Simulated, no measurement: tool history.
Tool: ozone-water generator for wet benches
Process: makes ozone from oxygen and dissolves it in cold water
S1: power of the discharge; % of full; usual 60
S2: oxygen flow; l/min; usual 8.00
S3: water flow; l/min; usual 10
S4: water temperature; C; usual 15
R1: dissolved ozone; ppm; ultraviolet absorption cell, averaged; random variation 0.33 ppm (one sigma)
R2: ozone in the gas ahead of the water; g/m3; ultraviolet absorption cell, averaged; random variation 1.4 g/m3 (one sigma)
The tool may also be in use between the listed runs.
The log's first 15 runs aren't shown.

| run | hour | S1 | S2 | S3 | S4 | R1 | R2 |
|---|---|---|---|---|---|---|---|
| 16 | 1362.8 | 60 | 8.00 | 12 | 15 | 47.1 | 248.1 |
| 17 | 1449.1 | 60 | 8.00 | 10 | 15 | 50.8 | 248.8 |
|  | 1459.1 | contactor cleaned |
| 18 | 1552.8 | 60 | 8.00 | 9 | 15 | 54.0 | 244.4 |
| 19 | 1663.4 | 60 | 8.00 | 9 | 15 | 54.1 | 247.0 |
| 20 | 1773.2 | 67 | 8.00 | 7 | 15 | 63.2 | 264.9 |
| 21 | 1863.3 | 67 | 8.00 | 7 | 15 | 62.1 | 262.2 |
| 22 | 1951.1 | 91 | 7.07 | 10 | 16 | 66.8 | 345.0 |
| 23 | 2028.4 | 91 | 7.07 | 10 | 16 | 67.9 | 345.5 |
| 24 | 2147.2 | 42 | 9.55 | 10 | 18 | 36.5 | 177.8 |
| 25 | 2208.9 | 60 | 12.07 | 7 | 18 | 45.2 | 185.2 |
| 26 | 2342.7 | 60 | 12.07 | 7 | 18 | 44.8 | 186.1 |
| 27 | 2440.5 | 60 | 12.07 | 7 | 18 | 44.4 | 184.3 |
| 28 | 2498.0 | 60 | 12.07 | 7 | 18 | 44.8 | 184.9 |
| 29 | 2603.4 | 60 | 8.00 | 13 | 10 | 49.6 | 248.1 |
| 30 | 2668.4 | 60 | 14.37 | 11 | 16 | 37.6 | 165.7 |
| 31 | 2774.5 | 70 | 5.34 | 11 | 7 | 69.8 | 357.3 |
| 32 | 2909.8 | 96 | 12.76 | 7 | 18 | 56.9 | 234.6 |
| 33 | 3023.7 | 67 | 6.64 | 7 | 18 | 63.7 | 294.3 |

Forecast each of these 3 alternatives for the next run:
| A | 3115.0 | 45 | 8.00 | 13 | 10 | ? | ? |
| B | 3115.0 | 60 | 8.00 | 10 | 9 | ? | ? |
| C | 3115.0 | 94 | 8.00 | 8 | 8 | ? | ? |

| run | R1 | R2 |
|---|---|---|
| A | 42.1 | 207.2 |
| B | 58.2 | 244.3 |
| C | 85.1 | 316.0 |
Without the tool's hidden state the same runs would have given:
| run | R1 | R2 |
|---|---|---|
| A | 43.4 | 211.6 |
| B | 60.2 | 250.7 |
| C | 88.6 | 326.7 |

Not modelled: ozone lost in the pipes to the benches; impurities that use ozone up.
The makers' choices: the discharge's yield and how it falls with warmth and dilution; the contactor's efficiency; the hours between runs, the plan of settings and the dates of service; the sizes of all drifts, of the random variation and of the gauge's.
